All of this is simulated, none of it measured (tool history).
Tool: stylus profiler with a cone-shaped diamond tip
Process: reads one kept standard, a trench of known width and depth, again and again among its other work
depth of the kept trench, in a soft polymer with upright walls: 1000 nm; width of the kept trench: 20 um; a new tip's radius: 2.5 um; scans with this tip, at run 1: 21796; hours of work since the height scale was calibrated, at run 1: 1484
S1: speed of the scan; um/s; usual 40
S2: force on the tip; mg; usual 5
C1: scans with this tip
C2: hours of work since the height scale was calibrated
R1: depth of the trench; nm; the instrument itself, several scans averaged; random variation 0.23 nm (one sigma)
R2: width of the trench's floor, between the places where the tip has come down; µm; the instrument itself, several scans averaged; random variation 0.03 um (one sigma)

run,day,S1,S2,C1,C2,R1,R2
1,0,40,5,21796,1484,1017.14,15.82
2,3.233,40,5,22469,1530,1016.76,15.84
3,4.892,40,5,22815,1554,1016.76,15.87
4,8.692,56,5,23607,1607,1016.67,15.83
5,11.667,56,5,24226,1650,1016.95,15.87
6,14.183,40,4.3,24750,1685,1015.43,15.83
7,16.192,27,14.92,25168,1714,1035.28,15.93
8,19.992,40,4.42,25959,1768,1015.92,15.86
9,23.475,20,3.49,26685,1817,1013.14,15.92
10,26.746,20,3.49,27367,1863,1013.58,15.95

Forecast run 11:
11,29.717,27,5.94,27985,1906,?,?

R1: 1018.81 nm
R2: 15.9 µm
Without the tool's hidden state the same run would have given R1 1018.84 nm, R2 15.92 µm.

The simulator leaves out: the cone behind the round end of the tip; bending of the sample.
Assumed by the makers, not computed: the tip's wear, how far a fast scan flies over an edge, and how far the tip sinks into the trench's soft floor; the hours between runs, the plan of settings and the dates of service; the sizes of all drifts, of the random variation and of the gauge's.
